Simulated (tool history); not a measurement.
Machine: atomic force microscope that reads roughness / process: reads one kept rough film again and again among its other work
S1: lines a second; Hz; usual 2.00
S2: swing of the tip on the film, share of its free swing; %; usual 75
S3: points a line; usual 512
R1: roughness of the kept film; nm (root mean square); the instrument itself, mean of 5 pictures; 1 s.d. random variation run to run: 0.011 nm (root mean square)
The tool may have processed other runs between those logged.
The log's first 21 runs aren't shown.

{"run": 22, "hour": 399.2, "S1": 2.0, "S2": 75, "S3": 512, "R1": 2.094}
{"hour": 408.4, "done": "new tip fitted"}
{"run": 23, "hour": 413.0, "S1": 2.0, "S2": 75, "S3": 512, "R1": 2.487}
{"run": 24, "hour": 436.4, "S1": 2.0, "S2": 75, "S3": 512, "R1": 2.326}
{"run": 25, "hour": 456.2, "S1": 2.0, "S2": 75, "S3": 512, "R1": 2.193}
{"run": 26, "hour": 472.0, "S1": 2.0, "S2": 75, "S3": 512, "R1": 2.106}
{"hour": 491.2, "done": "new tip fitted"}
{"run": 27, "hour": 498.4, "S1": 2.0, "S2": 82, "S3": 296, "R1": 2.365}
{"run": 28, "hour": 509.0, "S1": 2.0, "S2": 59, "S3": 298, "R1": 2.49}
{"run": 29, "hour": 520.4, "S1": 0.92, "S2": 59, "S3": 534, "R1": 2.462}
{"run": 30, "hour": 545.0, "S1": 3.5, "S2": 63, "S3": 372, "R1": 2.194}
{"run": 31, "hour": 568.5, "S1": 3.77, "S2": 75, "S3": 1023, "R1": 1.935}
{"hour": 572.4, "done": "new tip fitted"}
{"run": 32, "hour": 594.5, "S1": 2.0, "S2": 75, "S3": 349, "R1": 2.393}
{"run": 33, "hour": 611.5, "S1": 2.0, "S2": 75, "S3": 349, "R1": 2.245}
{"run": 34, "hour": 628.7, "S1": 2.0, "S2": 82, "S3": 829, "R1": 2.114}
{"run": 35, "hour": 647.8, "S1": 2.0, "S2": 82, "S3": 829, "R1": 2.041}

For run 36, what comes out?
{"hour": 653.8, "done": "new tip fitted"}
{"run": 36, "hour": 670.8, "S1": 2.4, "S2": 82, "S3": 675, "R1": "?"}

R1: 2.296 nm (root mean square)
Without the tool's hidden state the same run would have given R1 2.423 nm (root mean square).

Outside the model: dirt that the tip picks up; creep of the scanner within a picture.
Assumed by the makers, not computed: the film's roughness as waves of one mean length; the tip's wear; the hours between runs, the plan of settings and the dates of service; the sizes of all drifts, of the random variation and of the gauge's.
